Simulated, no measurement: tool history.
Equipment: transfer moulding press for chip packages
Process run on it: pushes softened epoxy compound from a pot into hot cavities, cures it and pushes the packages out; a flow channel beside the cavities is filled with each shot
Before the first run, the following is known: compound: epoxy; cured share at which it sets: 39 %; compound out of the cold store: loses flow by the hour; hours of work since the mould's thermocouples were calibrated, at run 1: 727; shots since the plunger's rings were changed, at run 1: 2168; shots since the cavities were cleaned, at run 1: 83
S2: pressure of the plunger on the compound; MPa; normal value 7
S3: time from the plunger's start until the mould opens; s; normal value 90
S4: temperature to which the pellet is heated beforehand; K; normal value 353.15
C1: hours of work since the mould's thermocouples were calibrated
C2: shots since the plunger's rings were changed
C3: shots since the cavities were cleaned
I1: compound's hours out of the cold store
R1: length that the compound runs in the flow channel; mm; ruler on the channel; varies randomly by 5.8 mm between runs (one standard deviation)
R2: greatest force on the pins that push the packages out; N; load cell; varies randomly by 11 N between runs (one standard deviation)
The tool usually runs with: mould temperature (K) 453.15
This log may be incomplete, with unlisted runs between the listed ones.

{"run": 1, "day": 0.0, "mould temperature (K)": 453.15, "S2": 7, "S3": 90, "S4": 353.15, "C1": 727, "C2": 2168, "C3": 83, "I1": 27.8, "R1": 606, "R2": 585}
{"run": 2, "day": 1.383, "mould temperature (K)": 453.15, "S2": 7, "S3": 90, "S4": 353.15, "C1": 745, "C2": 2500, "C3": 415, "I1": 31, "R1": 592, "R2": 827}
{"run": 3, "day": 2.142, "mould temperature (K)": 453.15, "S2": 7, "S3": 90, "S4": 354.15, "C1": 754, "C2": 2682, "C3": 597, "I1": 13.7, "R1": 617, "R2": 903}
{"day": 3.2, "done": "cavities cleaned with cleaning compound and waxed"}
{"run": 4, "day": 3.496, "mould temperature (K)": 453.15, "S2": 7, "S3": 95, "S4": 354.15, "C1": 770, "C2": 2992, "C3": 72, "I1": 23.1, "R1": 603, "R2": 536}
{"run": 5, "day": 4.708, "mould temperature (K)": 453.15, "S2": 5.22, "S3": 90, "S4": 353.15, "C1": 786, "C2": 3282, "C3": 362, "I1": 8.5, "R1": 533, "R2": 800}
{"run": 6, "day": 5.904, "mould temperature (K)": 453.15, "S2": 7, "S3": 90, "S4": 353.15, "C1": 800, "C2": 3569, "C3": 649, "I1": 31.4, "R1": 587, "R2": 841}
{"day": 6.746, "done": "cavities cleaned with cleaning compound and waxed"}
{"run": 7, "day": 7.325, "mould temperature (K)": 453.15, "S2": 7, "S3": 115, "S4": 353.15, "C1": 818, "C2": 3894, "C3": 138, "I1": 46.8, "R1": 571, "R2": 484}
{"day": 8.408, "done": "mould's thermocouples calibrated"}
{"run": 8, "day": 8.692, "mould temperature (K)": 453.15, "S2": 7, "S3": 115, "S4": 353.15, "C1": 4, "C2": 4202, "C3": 446, "I1": 28.9, "R1": 589, "R2": 616}
{"run": 9, "day": 9.912, "mould temperature (K)": 453.15, "S2": 7, "S3": 115, "S4": 353.15, "C1": 19, "C2": 4494, "C3": 738, "I1": 11.4, "R1": 598, "R2": 710}
{"day": 10.421, "done": "cavities cleaned with cleaning compound and waxed"}
{"run": 10, "day": 10.883, "mould temperature (K)": 453.15, "S2": 7, "S3": 115, "S4": 353.15, "C1": 30, "C2": 4712, "C3": 110, "I1": 33.2, "R1": 589, "R2": 464}
{"run": 11, "day": 12.279, "mould temperature (K)": 453.15, "S2": 7, "S3": 115, "S4": 353.15, "C1": 48, "C2": 5047, "C3": 445, "I1": 43.2, "R1": 564, "R2": 636}
{"run": 12, "day": 13.596, "mould temperature (K)": 453.15, "S2": 7, "S3": 115, "S4": 353.15, "C1": 64, "C2": 5362, "C3": 760, "I1": 42.1, "R1": 565, "R2": 734}
{"day": 14.071, "done": "cavities cleaned with cleaning compound and waxed"}
{"run": 13, "day": 14.771, "mould temperature (K)": 453.15, "S2": 7, "S3": 90, "S4": 357.15, "C1": 78, "C2": 5629, "C3": 168, "I1": 21.6, "R1": 592, "R2": 634}
{"run": 14, "day": 16.142, "mould temperature (K)": 453.15, "S2": 7, "S3": 90, "S4": 357.15, "C1": 95, "C2": 5957, "C3": 496, "I1": 10.7, "R1": 603, "R2": 823}
{"run": 15, "day": 16.938, "mould temperature (K)": 453.15, "S2": 5.74, "S3": 108, "S4": 353.15, "C1": 105, "C2": 6148, "C3": 687, "I1": 44.4, "R1": 505, "R2": 724}
{"day": 17.667, "done": "cavities cleaned with cleaning compound and waxed"}
{"run": 16, "day": 17.862, "mould temperature (K)": 453.15, "S2": 7, "S3": 115, "S4": 353.15, "C1": 116, "C2": 6355, "C3": 47, "I1": 17.6, "R1": 592, "R2": 413}
{"run": 17, "day": 19.171, "mould temperature (K)": 453.15, "S2": 7, "S3": 90, "S4": 361.15, "C1": 133, "C2": 6668, "C3": 360, "I1": 30.6, "R1": 568, "R2": 759}
{"day": 19.962, "done": "plunger's sealing rings changed"}
{"run": 18, "day": 20.512, "mould temperature (K)": 453.15, "S2": 6.58, "S3": 108, "S4": 361.15, "C1": 148, "C2": 131, "C3": 657, "I1": 24.4, "R1": 596, "R2": 725}

For run 19, what comes out?
{"day": 21.388, "done": "cavities cleaned with cleaning compound and waxed"}
{"run": 19, "day": 21.879, "mould temperature (K)": 453.15, "S2": 5.3, "S3": 84, "S4": 353.15, "C1": 164, "C2": 444, "C3": 118, "I1": 30.4, "R1": "?", "R2": "?"}

Run 19 measured R1 526 mm, R2 706 N.
Had the tool carried no hidden state, the very same run would have given R1 530 mm, R2 583 N.
